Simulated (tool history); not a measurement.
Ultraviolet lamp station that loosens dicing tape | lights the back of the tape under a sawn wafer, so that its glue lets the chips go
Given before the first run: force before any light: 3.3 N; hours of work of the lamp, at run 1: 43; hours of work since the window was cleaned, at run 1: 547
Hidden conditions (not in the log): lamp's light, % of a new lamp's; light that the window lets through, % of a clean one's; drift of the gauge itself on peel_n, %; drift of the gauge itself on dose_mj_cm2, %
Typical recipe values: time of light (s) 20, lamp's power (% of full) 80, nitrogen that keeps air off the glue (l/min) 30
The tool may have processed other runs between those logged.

run	hour	time of light (s)	lamp's power (% of full)	nitrogen that keeps air off the glue (l/min)	hours of work of the lamp	hours of work since the window was cleaned	force that peels the tape off (N)	light that reached the tape (mJ/cm2)
1	0	20	80	30	43	547	0.278	307
# hour 14.5: window cleaned of glue's vapour
2	42.3	20	80	30	66	15	0.273	308
3	74.2	20	80	30	83	33	0.277	310
4	110.8	20	80	11	103	53	0.453	305
5	138.8	20	80	11	118	68	0.442	304
6	169.9	20	80	11	135	85	0.432	313
7	225.2	20	80	11	165	115	0.447	306
8	254.6	20	80	30	181	131	0.275	303
9	301.5	20	80	30	207	157	0.285	314
10	355.5	20	80	30	237	186	0.282	306
11	383.1	20	80	30	252	201	0.264	301
12	419.1	20	80	30	271	221	0.276	306
13	460	20	80	11	294	243	0.461	307
14	501.3	20	80	11	316	266	0.455	305
15	528	20	80	11	331	280	0.451	310
16	566.5	38	80	30	352	301	0.16	581
17	591.5	38	80	30	365	315	0.158	586
18	632	38	80	30	387	337	0.17	585
19	655.9	20	80	17	400	350	0.368	302
20	687.4	20	70	30	418	367	0.351	266
21	718.6	20	66	30	435	384	0.357	253
22	749.6	20	66	59	452	401	0.29	257
23	795.4	20	83	41	476	426	0.242	322
24	820.7	13	81	23	490	440	0.579	200
25	860.1	13	81	50	512	461	0.441	202
26	898.1	13	81	50	533	482	0.414	202
27	953.5	24	87	33	563	512	0.201	398
28	1006.5	24	87	33	592	541	0.205	401
# hour 1031.6: window cleaned of glue's vapour
29	1033.3	30	72	15	606	1	0.249	418
30	1057.7	12	72	14	619	14	0.95	167
31	1092.2	21	72	9	638	33	0.551	287
32	1117.9	27	66	19	652	47	0.281	342
33	1158.2	27	66	19	674	69	0.288	339
34	1198.2	24	66	39	696	91	0.251	307
35	1244.7	24	66	39	721	116	0.262	306
36	1293.4	20	89	48	748	143	0.204	343
37	1319.6	20	89	48	762	157	0.218	341
38	1363.5	20	75	25	786	181	0.319	284

Alternative continuations, all from the tool just after run 38; predict every row:
A	1421.7	24	72	16	818	213	?	?
B	1421.7	26	75	30	818	213	?	?
C	1421.7	20	84	20	818	213	?	?
D	1421.7	26	75	25	818	213	?	?
E	1421.7	20	93	40	818	213	?	?

run	force that peels the tape off (N)	light that reached the tape (mJ/cm2)
A	0.324	331
B	0.216	376
C	0.325	324
D	0.221	373
E	0.207	355
Had the tool no hidden state, the same runs would have come out as:
run	force that peels the tape off (N)	light that reached the tape (mJ/cm2)
A	0.323	332
B	0.215	377
C	0.324	325
D	0.22	374
E	0.207	356
